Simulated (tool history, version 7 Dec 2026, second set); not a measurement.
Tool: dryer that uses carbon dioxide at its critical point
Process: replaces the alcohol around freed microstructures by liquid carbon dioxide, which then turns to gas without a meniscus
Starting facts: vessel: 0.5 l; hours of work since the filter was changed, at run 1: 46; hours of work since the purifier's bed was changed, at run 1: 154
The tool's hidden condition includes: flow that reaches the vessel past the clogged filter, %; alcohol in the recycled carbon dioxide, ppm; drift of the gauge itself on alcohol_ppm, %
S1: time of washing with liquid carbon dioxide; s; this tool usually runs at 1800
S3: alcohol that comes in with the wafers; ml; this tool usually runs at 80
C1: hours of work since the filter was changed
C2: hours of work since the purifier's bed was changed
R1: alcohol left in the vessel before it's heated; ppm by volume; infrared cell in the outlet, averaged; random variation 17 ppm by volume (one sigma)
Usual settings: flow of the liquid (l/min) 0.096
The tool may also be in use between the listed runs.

{"run": 1, "day": 0.0, "S1": 1800, "flow of the liquid (l/min)": 0.096, "S3": 80, "C1": 46, "C2": 154, "R1": 1263}
{"run": 2, "day": 1.154, "S1": 1800, "flow of the liquid (l/min)": 0.096, "S3": 80, "C1": 60, "C2": 168, "R1": 1259}
{"run": 3, "day": 3.125, "S1": 1800, "flow of the liquid (l/min)": 0.096, "S3": 80, "C1": 84, "C2": 192, "R1": 1275}
{"run": 4, "day": 4.288, "S1": 1800, "flow of the liquid (l/min)": 0.096, "S3": 80, "C1": 97, "C2": 206, "R1": 1320}
{"run": 5, "day": 5.238, "S1": 1800, "flow of the liquid (l/min)": 0.096, "S3": 80, "C1": 109, "C2": 217, "R1": 1356}
{"run": 6, "day": 6.725, "S1": 1980, "flow of the liquid (l/min)": 0.096, "S3": 80, "C1": 127, "C2": 235, "R1": 875}
{"run": 7, "day": 8.608, "S1": 1980, "flow of the liquid (l/min)": 0.096, "S3": 80, "C1": 149, "C2": 258, "R1": 916}
{"run": 8, "day": 9.471, "S1": 1800, "flow of the liquid (l/min)": 0.096, "S3": 80, "C1": 160, "C2": 268, "R1": 1459}
{"run": 9, "day": 11.117, "S1": 1800, "flow of the liquid (l/min)": 0.096, "S3": 80, "C1": 180, "C2": 288, "R1": 1485}
{"run": 10, "day": 12.079, "S1": 1800, "flow of the liquid (l/min)": 0.096, "S3": 80, "C1": 191, "C2": 299, "R1": 1509}
{"run": 11, "day": 14.158, "S1": 1800, "flow of the liquid (l/min)": 0.096, "S3": 40, "C1": 216, "C2": 324, "R1": 833}
{"day": 15.542, "done": "inlet filter changed"}
{"run": 12, "day": 16.229, "S1": 1800, "flow of the liquid (l/min)": 0.096, "S3": 80, "C1": 8, "C2": 349, "R1": 1233}
{"run": 13, "day": 17.954, "S1": 1800, "flow of the liquid (l/min)": 0.096, "S3": 80, "C1": 29, "C2": 369, "R1": 1241}
{"run": 14, "day": 19.0, "S1": 1800, "flow of the liquid (l/min)": 0.1479, "S3": 31, "C1": 42, "C2": 382, "R1": 145}
{"run": 15, "day": 20.75, "S1": 1260, "flow of the liquid (l/min)": 0.1494, "S3": 31, "C1": 63, "C2": 403, "R1": 451}
{"run": 16, "day": 22.883, "S1": 1260, "flow of the liquid (l/min)": 0.1494, "S3": 31, "C1": 88, "C2": 429, "R1": 464}
{"run": 17, "day": 25.012, "S1": 1260, "flow of the liquid (l/min)": 0.1494, "S3": 31, "C1": 114, "C2": 454, "R1": 482}
{"run": 18, "day": 26.183, "S1": 1260, "flow of the liquid (l/min)": 0.1502, "S3": 71, "C1": 128, "C2": 468, "R1": 949}
{"run": 19, "day": 28.088, "S1": 1800, "flow of the liquid (l/min)": 0.1237, "S3": 80, "C1": 151, "C2": 491, "R1": 500}
{"run": 20, "day": 30.162, "S1": 1800, "flow of the liquid (l/min)": 0.1237, "S3": 80, "C1": 176, "C2": 516, "R1": 534}
{"run": 21, "day": 31.1, "S1": 1680, "flow of the liquid (l/min)": 0.1237, "S3": 59, "C1": 187, "C2": 528, "R1": 577}
{"run": 22, "day": 32.817, "S1": 1680, "flow of the liquid (l/min)": 0.1237, "S3": 66, "C1": 208, "C2": 548, "R1": 656}
{"run": 23, "day": 33.738, "S1": 1800, "flow of the liquid (l/min)": 0.0641, "S3": 80, "C1": 219, "C2": 559, "R1": 6713}

4 options for the next run, each taken on its own from the tool as it stands now. Forecast them:
{"day": 34.908, "done": "inlet filter changed"}
{"run": "A", "day": 34.983, "S1": 2580, "flow of the liquid (l/min)": 0.0679, "S3": 40, "C1": 1, "C2": 574, "R1": "?"}
{"day": 34.908, "done": "inlet filter changed"}
{"run": "B", "day": 34.983, "S1": 1800, "flow of the liquid (l/min)": 0.096, "S3": 32, "C1": 1, "C2": 574, "R1": "?"}
{"day": 34.908, "done": "inlet filter changed"}
{"run": "C", "day": 34.983, "S1": 2040, "flow of the liquid (l/min)": 0.0641, "S3": 50, "C1": 1, "C2": 574, "R1": "?"}
{"day": 34.908, "done": "inlet filter changed"}
{"run": "D", "day": 34.983, "S1": 1860, "flow of the liquid (l/min)": 0.1105, "S3": 80, "C1": 1, "C2": 574, "R1": "?"}

run=A R1=635
run=B R1=612
run=C R1=2327
run=D R1=610
With the hidden condition removed and each run's random variation left untouched, the same runs would have given:
run=A R1=475
run=B R1=452
run=C R1=2165
run=D R1=448

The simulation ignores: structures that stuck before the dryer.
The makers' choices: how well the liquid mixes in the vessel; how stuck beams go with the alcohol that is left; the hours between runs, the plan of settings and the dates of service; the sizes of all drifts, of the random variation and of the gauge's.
